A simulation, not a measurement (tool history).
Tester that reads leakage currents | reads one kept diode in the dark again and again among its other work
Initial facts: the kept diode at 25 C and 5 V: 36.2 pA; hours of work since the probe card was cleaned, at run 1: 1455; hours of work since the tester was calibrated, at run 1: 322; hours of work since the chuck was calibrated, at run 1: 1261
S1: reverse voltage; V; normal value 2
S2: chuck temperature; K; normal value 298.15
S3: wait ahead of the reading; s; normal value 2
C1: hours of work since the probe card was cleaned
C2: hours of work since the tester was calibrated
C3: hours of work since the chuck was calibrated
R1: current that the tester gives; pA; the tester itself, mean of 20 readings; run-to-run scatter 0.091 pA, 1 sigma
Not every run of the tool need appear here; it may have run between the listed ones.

| run | hour | S1 | S2 | S3 | C1 | C2 | C3 | R1 |
|---|---|---|---|---|---|---|---|---|
| 1 | 0 | 2 | 298.15 | 2 | 1455 | 322 | 1261 | 27.17 |
| 2 | 35.4 | 2 | 298.15 | 2 | 1476 | 343 | 1282 | 27.24 |
| 3 | 74 | 2 | 298.15 | 2 | 1499 | 365 | 1305 | 27.24 |
| 4 | 130.5 | 2 | 298.15 | 2 | 1532 | 399 | 1338 | 27.27 |
| 5 | 171.1 | 2 | 298.15 | 2 | 1556 | 423 | 1362 | 27.39 |
| 6 | 211.2 | 2 | 298.15 | 2 | 1579 | 446 | 1386 | 27.23 |
| 7 | 261.5 | 2 | 298.15 | 2 | 1609 | 476 | 1415 | 27.39 |
| 8 | 298.7 | 2 | 298.15 | 2 | 1631 | 498 | 1437 | 27.39 |
| 9 | 335.7 | 2 | 298.15 | 2 | 1653 | 520 | 1459 | 27.43 |
| 10 | 387.3 | 2 | 298.15 | 2 | 1683 | 550 | 1489 | 27.64 |
| 11 | 445 | 2 | 298.15 | 0.71 | 1717 | 584 | 1523 | 27.89 |
| 12 | 501.6 | 2 | 309.15 | 2 | 1751 | 618 | 1557 | 61.4 |
| 13 | 554.2 | 2 | 309.15 | 2 | 1782 | 649 | 1588 | 61.22 |
| 14 | 585.8 | 2 | 298.15 | 2 | 1800 | 667 | 1607 | 27.53 |
| 15 | 633.7 | 2 | 298.15 | 2 | 1829 | 696 | 1635 | 27.57 |
| 16 | 706.3 | 2 | 298.15 | 2 | 1871 | 738 | 1678 | 27.61 |
| 17 | 737 | 2 | 298.15 | 2 | 1890 | 756 | 1696 | 27.6 |
| 18 | 807.7 | 2 | 298.15 | 2 | 1931 | 798 | 1737 | 27.86 |
| 19 | 862.6 | 2 | 294.15 | 2 | 1964 | 831 | 1770 | 20.91 |
| 20 | 916.6 | 2 | 298.15 | 0.53 | 1995 | 862 | 1802 | 28.48 |
| 21 | 985.8 | 2 | 298.15 | 0.53 | 2036 | 903 | 1842 | 28.37 |
| 22 | 1047.6 | 14.77 | 326.15 | 0.35 | 2073 | 940 | 1879 | 487.64 |
|  | 1059.4 | probe card cleaned and baked |
| 23 | 1085.2 | 14.77 | 326.15 | 0.35 | 15 | 960 | 1899 | 452.24 |
| 24 | 1153.2 | 14.77 | 326.15 | 0.35 | 55 | 1000 | 1939 | 454.29 |
| 25 | 1224.1 | 2 | 298.15 | 0.69 | 97 | 1042 | 1981 | 24.04 |
| 26 | 1285.4 | 2 | 298.15 | 8.26 | 133 | 1078 | 2017 | 23.65 |
| 27 | 1348.3 | 4.86 | 298.15 | 1.95 | 170 | 1115 | 2054 | 34.77 |
| 28 | 1413.8 | 5.48 | 298.15 | 1.95 | 209 | 1154 | 2093 | 36.86 |
| 29 | 1453.5 | 2.91 | 298.15 | 2.94 | 232 | 1177 | 2116 | 27.86 |
| 30 | 1527.9 | 2.91 | 298.15 | 2.94 | 276 | 1221 | 2160 | 28 |
| 31 | 1576.5 | 2 | 308.15 | 2.56 | 305 | 1250 | 2189 | 52.83 |
| 32 | 1640.9 | 2 | 308.15 | 2.56 | 343 | 1288 | 2227 | 52.65 |
| 33 | 1674.5 | 2 | 308.15 | 2.56 | 363 | 1308 | 2247 | 52.75 |
|  | 1692.9 | chuck's temperature calibrated |
| 34 | 1718.4 | 2 | 308.15 | 2.56 | 387 | 1332 | 15 | 56.1 |
| 35 | 1767.2 | 2.63 | 312.15 | 0.37 | 416 | 1361 | 44 | 86.06 |
| 36 | 1834.7 | 2.63 | 300.15 | 0.89 | 456 | 1401 | 84 | 33.9 |
| 37 | 1902.9 | 2.63 | 300.15 | 0.89 | 496 | 1441 | 124 | 34.17 |
| 38 | 1934.9 | 2.63 | 300.15 | 0.89 | 515 | 1460 | 143 | 34.3 |
| 39 | 1988.2 | 2.63 | 319.15 | 0.89 | 547 | 1491 | 174 | 142.06 |

How the hidden state differs across the entries between the runs, from the last listed run before each to the first after it:
In the gap between runs 22 and 23: probe card cleaned and baked (hour 1059.4)
  stray current of the dirty probe card, pA a volt: 2.164 -> 0.043; current scale over the true one, %: -0.34 -> -0.35; true chuck temperature over the reading, C: -0.77 -> -0.78
  measured less the result without the state, R1: +5.37 -> -26.1 pA
In the gap between runs 33 and 34: chuck's temperature calibrated (hour 1692.9)
  stray current of the dirty probe card, pA a volt: 0.405 -> 0.429; current scale over the true one, %: -0.56 -> -0.58; true chuck temperature over the reading, C: -0.93 -> -0.15
  measured less the result without the state, R1: -3.47 -> -0.17 pA
